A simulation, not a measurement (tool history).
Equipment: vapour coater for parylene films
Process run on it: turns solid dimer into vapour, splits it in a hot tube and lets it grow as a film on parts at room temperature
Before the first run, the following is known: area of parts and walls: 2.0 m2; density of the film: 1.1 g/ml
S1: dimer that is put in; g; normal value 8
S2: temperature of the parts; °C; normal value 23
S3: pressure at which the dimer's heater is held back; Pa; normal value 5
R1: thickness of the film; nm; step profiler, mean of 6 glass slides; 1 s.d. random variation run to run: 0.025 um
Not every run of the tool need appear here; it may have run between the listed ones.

run   hour  S1  S2    S3    R1
  1      0   8  23     5  1840
  2   27.4   8  23     5  1790
  3   48.4   8  23  2.22  1870
  4   74.4   8  23  2.22  1910
  5  106.7   7  23     5  1550
  6  127.6   7  23     5  1560
  7  144.9   7  23     5  1550
  8  172.9   7  23     5  1530
  9  202.5   7  23     5  1570
 10  239.8   7  23     5  1550
 11  270.2   6  16     5  1440
 12  288.4   8  23  4.84  1720
 13  304.6   8  24     5  1680
 14  329.1  10  23     5  2010
 15  364.9   8  26     5  1500
 16    399   8  26     5  1490
 17  422.5   8  26     5  1490
 18  455.9   8  26     5  1730
 19  490.6   8  26     5  1740

Withheld: 2 entries from between the runs. Position of each, and hidden state at the listed run before versus the listed run after:
In the gap between runs 13 and 14: trap's valve overhauled (hour 310.5)
  vapour lost through the trap's worn valve, %: 8.4 -> 12; true temperature of the parts over the reading, C: 0.46 -> 0.47
  measured result minus the result with no hidden state, R1: -170 -> -300 nm
In the gap between runs 17 and 18: trap's valve overhauled, once more (hour 451.1)
  vapour lost through the trap's worn valve, %: 14.4 -> 0.1; true temperature of the parts over the reading, C: 0.53 -> 0.54
  measured result minus the result with no hidden state, R1: -260 -> -20 nm
